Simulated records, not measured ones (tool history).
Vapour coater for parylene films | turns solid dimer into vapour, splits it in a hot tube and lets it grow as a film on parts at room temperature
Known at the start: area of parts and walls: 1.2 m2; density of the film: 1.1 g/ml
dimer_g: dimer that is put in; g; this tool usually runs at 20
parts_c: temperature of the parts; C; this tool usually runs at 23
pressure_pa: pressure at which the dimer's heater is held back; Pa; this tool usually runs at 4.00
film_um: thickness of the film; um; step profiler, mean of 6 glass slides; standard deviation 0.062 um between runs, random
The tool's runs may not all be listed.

run	day	dimer_g	parts_c	pressure_pa	film_um
1	0.000	20	23	4.00	8.50
2	1.300	20	23	3.87	8.41
3	4.388	20	23	3.87	8.49
4	6.412	20	16	4.00	10.06
5	9.054	20	23	6.33	7.94
6	12.079	20	27	4.00	7.24
7	14.421	20	27	4.00	7.40
8	16.600	20	27	4.00	7.28
9	19.571	20	23	4.00	8.16
10	21.446	20	23	4.00	7.96
11	23.592	20	23	4.00	7.97
12	26.383	20	23	4.00	8.06
13	27.892	20	23	4.00	7.99
14	29.171	20	23	4.00	8.01
15	30.767	20	23	4.00	7.84
# day 31.538: trap's valve overhauled
16	33.617	20	23	4.00	8.79
17	36.071	20	23	4.00	8.62
18	38.421	13	23	4.00	5.67
19	40.525	13	23	4.00	5.69
20	42.496	13	21	4.00	5.95
21	45.521	13	21	4.00	5.86
22	47.050	20	32	4.00	6.68
23	48.542	20	23	4.00	8.44
24	50.617	20	23	4.00	8.51
25	52.529	20	23	4.00	8.53
26	54.067	12	23	4.74	4.99
27	56.204	20	24	5.84	7.98
28	58.642	20	24	5.84	7.93
29	61.671	20	20	4.00	9.04
30	63.521	10	17	4.00	4.91
31	65.029	10	17	4.00	4.84
32	68.021	10	22	4.00	4.22
33	70.121	11	34	11.04	2.96
34	72.067	11	34	11.04	2.97
35	75.162	12	28	2.07	4.44
36	76.450	20	23	3.38	8.18
37	79.500	18	23	4.73	7.16
# day 81.046: trap's valve overhauled
38	82.675	13	23	4.73	5.65
39	84.817	17	22	6.57	7.43
40	87.729	15	28	7.32	5.40
41	89.425	15	28	6.27	5.50
42	91.817	15	28	6.27	5.43
43	93.858	15	28	6.27	5.49
44	96.154	22	21	2.43	10.48
45	98.271	18	23	4.00	7.75
46	101.025	10	16	3.85	5.31

Some steps in film_um, run to run, broken into two amounts with sign: the step expected even without the hidden condition (settings, incoming material, random variation), and the rest, left for the hidden condition together with whatever gauge scatter is not in both the measured and the hidden-condition-free result:
Hidden conditions of the tool in this case: vapour lost through the trap's worn valve, %; true temperature of the parts over the reading, C; drift of the gauge itself on film_um, %.
Run 15 -> 16: trap's valve overhauled. film_um +0.95 um: hidden state +0.91, all else +0.04.
Run 29 -> 30: dimer_g 20 -> 10, parts_c 20 -> 17. film_um -4.13 um: hidden state +0.23, all else -4.36.
Run 35 -> 36: dimer_g 12 -> 20, parts_c 28 -> 23, pressure_pa 2.07 -> 3.38. film_um +3.74 um: hidden state -0.37, all else +4.11.
Run 37 -> 38: dimer_g 18 -> 13, trap's valve overhauled. film_um -1.51 um: hidden state +0.76, all else -2.27.
Run 43 -> 44: dimer_g 15 -> 22, parts_c 28 -> 21, pressure_pa 6.27 -> 2.43. film_um +4.99 um: hidden state -0.14, all else +5.13.
